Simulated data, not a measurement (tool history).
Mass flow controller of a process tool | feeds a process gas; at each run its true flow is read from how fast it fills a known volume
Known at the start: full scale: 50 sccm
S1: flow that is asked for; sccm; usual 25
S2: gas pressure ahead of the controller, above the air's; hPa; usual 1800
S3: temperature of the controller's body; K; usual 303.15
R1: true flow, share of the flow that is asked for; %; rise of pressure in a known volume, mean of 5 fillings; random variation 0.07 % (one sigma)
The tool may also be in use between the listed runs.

run	hour	S1	S2	S3	R1
1	0	25	1800	303.15	98.64
2	125.3	25	1720	303.15	98.63
3	363.3	25	1720	303.15	98.83
4	554	25	1720	303.15	98.6
5	788	25	1720	303.15	98.58
6	1029.9	25	1720	303.15	98.9
7	1272.2	25	1580	303.15	98.81
8	1435.4	25	1580	303.15	98.62
9	1548.1	25	1800	293.15	99.72
10	1746.6	25	1800	298.15	99.25
11	1899.7	25	1800	298.15	99.34
12	2150.4	25	1620	298.15	99.26
13	2287.2	25	1620	298.15	99.19
14	2456.1	11	1830	299.15	98.73
15	2631.6	7	2590	305.15	97.57
16	2854.6	7	2590	305.15	97.7
17	3060.9	7	2590	305.15	97.74
18	3276.2	7	1780	310.15	97.29
19	3459.8	25	1770	302.15	98.78
20	3631.7	25	1770	302.15	98.62
21	3735	10	1770	311.15	97.21
22	3915.5	10	1770	311.15	97.33
23	4102.1	10	1770	311.15	97.19
24	4253.7	6	2210	311.15	97.09

4 ways to go on from here, each from the tool as it stands after run 24. What would each give?
A	4430.5	30	2200	303.15	?
B	4430.5	6	2580	298.15	?
C	4430.5	25	2470	303.15	?
D	4430.5	46	2210	294.15	?

run	R1
A	98.85
B	98.41
C	98.61
D	100.23
Without the tool's hidden state the same runs would have given:
run	R1
A	98.84
B	98.38
C	98.6
D	100.22
